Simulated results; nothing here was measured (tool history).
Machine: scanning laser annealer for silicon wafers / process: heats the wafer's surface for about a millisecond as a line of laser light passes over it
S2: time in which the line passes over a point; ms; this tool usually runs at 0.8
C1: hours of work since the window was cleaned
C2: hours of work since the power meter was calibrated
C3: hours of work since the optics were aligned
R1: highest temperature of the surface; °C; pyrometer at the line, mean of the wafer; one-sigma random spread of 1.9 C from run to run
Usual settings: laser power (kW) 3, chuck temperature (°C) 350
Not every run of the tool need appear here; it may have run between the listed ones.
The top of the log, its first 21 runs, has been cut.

{"run": 22, "day": 53.433, "laser power (kW)": 3, "S2": 0.915, "chuck temperature (°C)": 363, "C1": 287, "C2": 975, "C3": 863, "R1": 1147}
{"run": 23, "day": 55.329, "laser power (kW)": 3, "S2": 0.915, "chuck temperature (°C)": 311, "C1": 312, "C2": 1000, "C3": 888, "R1": 1092}
{"day": 55.588, "done": "window over the wafer cleaned"}
{"run": 24, "day": 56.983, "laser power (kW)": 2.907, "S2": 0.574, "chuck temperature (°C)": 358, "C1": 18, "C2": 1021, "C3": 909, "R1": 1002}
{"run": 25, "day": 59.45, "laser power (kW)": 3.069, "S2": 0.765, "chuck temperature (°C)": 350, "C1": 51, "C2": 1054, "C3": 941, "R1": 1123}
{"run": 26, "day": 63.042, "laser power (kW)": 3.225, "S2": 0.759, "chuck temperature (°C)": 350, "C1": 98, "C2": 1101, "C3": 989, "R1": 1158}
{"run": 27, "day": 64.625, "laser power (kW)": 3.225, "S2": 0.759, "chuck temperature (°C)": 311, "C1": 119, "C2": 1122, "C3": 1010, "R1": 1117}
{"run": 28, "day": 66.896, "laser power (kW)": 3.225, "S2": 0.793, "chuck temperature (°C)": 332, "C1": 149, "C2": 1152, "C3": 1040, "R1": 1146}
{"run": 29, "day": 69.138, "laser power (kW)": 3.193, "S2": 0.867, "chuck temperature (°C)": 332, "C1": 179, "C2": 1181, "C3": 1069, "R1": 1168}
{"run": 30, "day": 70.979, "laser power (kW)": 3.251, "S2": 0.867, "chuck temperature (°C)": 370, "C1": 203, "C2": 1206, "C3": 1093, "R1": 1216}
{"run": 31, "day": 73.958, "laser power (kW)": 3.251, "S2": 0.867, "chuck temperature (°C)": 370, "C1": 242, "C2": 1245, "C3": 1133, "R1": 1210}

Run 32 is up next; what results do you expect?
{"run": 32, "day": 75.479, "laser power (kW)": 2.555, "S2": 0.823, "chuck temperature (°C)": 322, "C1": 262, "C2": 1265, "C3": 1153, "R1": "?"}

Run 32 came out at R1 944 °C.
The same run, on a tool lacking any hidden state, would have yielded R1 981 °C.
